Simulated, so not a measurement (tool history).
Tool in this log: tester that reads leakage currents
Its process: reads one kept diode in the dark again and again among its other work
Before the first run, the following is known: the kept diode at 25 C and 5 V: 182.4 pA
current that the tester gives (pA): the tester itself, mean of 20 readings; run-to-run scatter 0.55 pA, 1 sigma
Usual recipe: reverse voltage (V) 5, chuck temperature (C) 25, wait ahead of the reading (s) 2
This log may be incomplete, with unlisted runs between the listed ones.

run	hour	reverse voltage (V)	chuck temperature (C)	wait ahead of the reading (s)	current that the tester gives (pA)
1	0	5	25	2	182.85
2	149.2	5	25	2	181.69
# hour 194.1: tester calibrated
3	263.4	5	25	2	182.21
4	381.1	5	25	2	182.43
# hour 481.4: probe card cleaned and baked
5	496.3	1.85	25	2	104.96
6	731.1	1.85	25	2	105.04
7	939.2	5	25	2	182.42
8	1061.8	5	25	2	181.75
9	1294.4	5	25	2	182.31
10	1402.1	15.46	25	2	343.74
11	1509.8	11.34	25	2	289.7
12	1672.5	11.34	25	2	287.03
# hour 1762.9: chuck's temperature calibrated
13	1847.4	11.34	25	2	289.18
14	2063.7	5	25	5.13	183.38
15	2164.5	5	25	5.13	182.89
16	2317.8	5	25	5.13	182.42
17	2555.7	5	25	5.13	182.39
18	2732.6	5	25	5.13	182.48
19	2892.4	5	25	5.13	182.94
20	3102.6	5	25	2	183.25
21	3219	3.65	23	0.45	131.45
22	3318.3	1.94	21	0.73	77.89
23	3557	5	23	0.82	155.37
24	3688.3	5	23	0.82	155.65
# hour 3775.9: tester calibrated
25	3853.3	2.65	40	1.93	417.38
26	4076.8	6.44	25	2	208.89
27	4274.5	1.15	23	5.93	67.94
# hour 4329.8: chuck's temperature calibrated
28	4385.6	1.28	22	1.18	66.64
29	4557.5	1.28	22	1.18	66.72
30	4668.7	15.93	25	2	351.57
31	4855.1	3.57	27	4.58	178.94
32	5092.3	5	34	0.35	377.26
33	5330.4	5	43	0.35	744.18
34	5479	5.55	43	0.35	792.14
35	5634.1	3.26	43	0.66	587.44
36	5735.5	7.56	33	0.94	438.81
37	5924.4	7.56	33	0.94	439.06
38	6097.4	5.24	57	0.75	2043.82
39	6247.2	2.52	30	6.43	187.69

Some steps in current that the tester gives (pA), run to run, broken into two amounts with sign: the step expected even without the hidden condition (settings, incoming material, random variation), and the rest, left for the hidden condition together with whatever gauge scatter is not in both the measured and the hidden-condition-free result:
The tool's hidden condition here consists of: stray current of the dirty probe card, pA a volt; current scale over the true one, %; true chuck temperature over the reading, C; drift of the gauge itself on leakage_pa, %.
Run 12 -> 13: chuck's temperature calibrated. current that the tester gives (pA) +2.15: hidden state +0.64, all else +1.51.
Run 32 -> 33: chuck temperature (C) 34 -> 43. current that the tester gives (pA) +366.92: hidden state -0.58, all else +367.5.
Run 37 -> 38: reverse voltage (V) 7.56 -> 5.24, chuck temperature (C) 33 -> 57, wait ahead of the reading (s) 0.94 -> 0.75. current that the tester gives (pA) +1604.76: hidden state -3.17, all else +1607.93.
Run 38 -> 39: reverse voltage (V) 5.24 -> 2.52, chuck temperature (C) 57 -> 30, wait ahead of the reading (s) 0.75 -> 6.43. current that the tester gives (pA) -1856.13: hidden state +3.5, all else -1859.63.

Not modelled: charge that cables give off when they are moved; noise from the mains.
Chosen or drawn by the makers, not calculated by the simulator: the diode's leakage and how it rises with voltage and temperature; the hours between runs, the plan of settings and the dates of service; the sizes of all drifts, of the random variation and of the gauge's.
